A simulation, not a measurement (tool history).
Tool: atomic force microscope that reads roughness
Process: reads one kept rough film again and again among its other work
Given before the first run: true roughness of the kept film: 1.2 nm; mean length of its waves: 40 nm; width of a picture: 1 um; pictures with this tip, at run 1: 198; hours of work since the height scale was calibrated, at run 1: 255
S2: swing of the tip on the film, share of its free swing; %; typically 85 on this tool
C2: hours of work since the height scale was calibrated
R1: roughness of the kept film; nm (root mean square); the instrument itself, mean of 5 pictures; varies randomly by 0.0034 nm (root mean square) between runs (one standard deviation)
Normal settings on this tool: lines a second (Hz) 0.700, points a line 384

run 1 hour=0.0 | lines_a_second_(Hz)=0.700 S2=85 points_a_line=384 | pictures_with_this_tip=198 C2=255 | R1=1.128
run 2 hour=4.7 | lines_a_second_(Hz)=0.700 S2=85 points_a_line=384 | pictures_with_this_tip=206 C2=258 | R1=1.127
run 3 hour=14.4 | lines_a_second_(Hz)=0.700 S2=70 points_a_line=384 | pictures_with_this_tip=222 C2=266 | R1=1.140
run 4 hour=24.6 | lines_a_second_(Hz)=0.700 S2=70 points_a_line=384 | pictures_with_this_tip=240 C2=273 | R1=1.136
run 5 hour=29.0 | lines_a_second_(Hz)=0.700 S2=69 points_a_line=384 | pictures_with_this_tip=247 C2=277 | R1=1.138
run 6 hour=39.4 | lines_a_second_(Hz)=0.700 S2=69 points_a_line=274 | pictures_with_this_tip=265 C2=284 | R1=1.131
run 7 hour=49.3 | lines_a_second_(Hz)=1.597 S2=85 points_a_line=384 | pictures_with_this_tip=282 C2=292 | R1=1.076
run 8 hour=60.0 | lines_a_second_(Hz)=1.597 S2=85 points_a_line=384 | pictures_with_this_tip=301 C2=300 | R1=1.078
run 9 hour=68.9 | lines_a_second_(Hz)=1.597 S2=85 points_a_line=384 | pictures_with_this_tip=316 C2=306 | R1=1.077
run 10 hour=73.2 | lines_a_second_(Hz)=0.700 S2=85 points_a_line=384 | pictures_with_this_tip=323 C2=310 | R1=1.114
run 11 hour=79.0 | lines_a_second_(Hz)=0.700 S2=85 points_a_line=384 | pictures_with_this_tip=333 C2=314 | R1=1.111
run 12 hour=88.9 | lines_a_second_(Hz)=0.717 S2=85 points_a_line=384 | pictures_with_this_tip=350 C2=321 | R1=1.108
run 13 hour=98.2 | lines_a_second_(Hz)=2.590 S2=85 points_a_line=384 | pictures_with_this_tip=366 C2=328 | R1=1.029
run 14 hour=107.7 | lines_a_second_(Hz)=2.590 S2=85 points_a_line=384 | pictures_with_this_tip=383 C2=336 | R1=1.029
-- hour=112.1 new tip fitted
run 15 hour=118.9 | lines_a_second_(Hz)=2.505 S2=61 points_a_line=289 | pictures_with_this_tip=12 C2=344 | R1=1.141
run 16 hour=125.5 | lines_a_second_(Hz)=0.619 S2=68 points_a_line=289 | pictures_with_this_tip=23 C2=348 | R1=1.160
run 17 hour=130.1 | lines_a_second_(Hz)=1.656 S2=73 points_a_line=384 | pictures_with_this_tip=31 C2=352 | R1=1.139
run 18 hour=139.2 | lines_a_second_(Hz)=0.700 S2=67 points_a_line=712 | pictures_with_this_tip=47 C2=359 | R1=1.164
run 19 hour=145.4 | lines_a_second_(Hz)=2.192 S2=84 points_a_line=757 | pictures_with_this_tip=58 C2=363 | R1=1.081
run 20 hour=155.6 | lines_a_second_(Hz)=0.830 S2=79 points_a_line=595 | pictures_with_this_tip=75 C2=371 | R1=1.144
run 21 hour=165.4 | lines_a_second_(Hz)=0.622 S2=66 points_a_line=328 | pictures_with_this_tip=92 C2=378 | R1=1.157
run 22 hour=172.3 | lines_a_second_(Hz)=0.521 S2=88 points_a_line=328 | pictures_with_this_tip=104 C2=384 | R1=1.146
run 23 hour=180.4 | lines_a_second_(Hz)=3.282 S2=58 points_a_line=328 | pictures_with_this_tip=117 C2=390 | R1=1.130
run 24 hour=185.3 | lines_a_second_(Hz)=1.875 S2=63 points_a_line=384 | pictures_with_this_tip=126 C2=393 | R1=1.138

Here are 4 independent what-if runs from the current tool condition. What would each one return?
run A hour=194.2 | lines_a_second_(Hz)=0.558 S2=75 points_a_line=302 | pictures_with_this_tip=141 C2=400 | R1=?
run B hour=194.2 | lines_a_second_(Hz)=0.700 S2=83 points_a_line=803 | pictures_with_this_tip=141 C2=400 | R1=?
run C hour=194.2 | lines_a_second_(Hz)=1.758 S2=63 points_a_line=384 | pictures_with_this_tip=141 C2=400 | R1=?
run D hour=194.2 | lines_a_second_(Hz)=0.634 S2=85 points_a_line=749 | pictures_with_this_tip=141 C2=400 | R1=?

run=A R1=1.140
run=B R1=1.135
run=C R1=1.140
run=D R1=1.134
What these runs would have given with no unlogged condition in the tool:
run=A R1=1.152
run=B R1=1.147
run=C R1=1.152
run=D R1=1.146
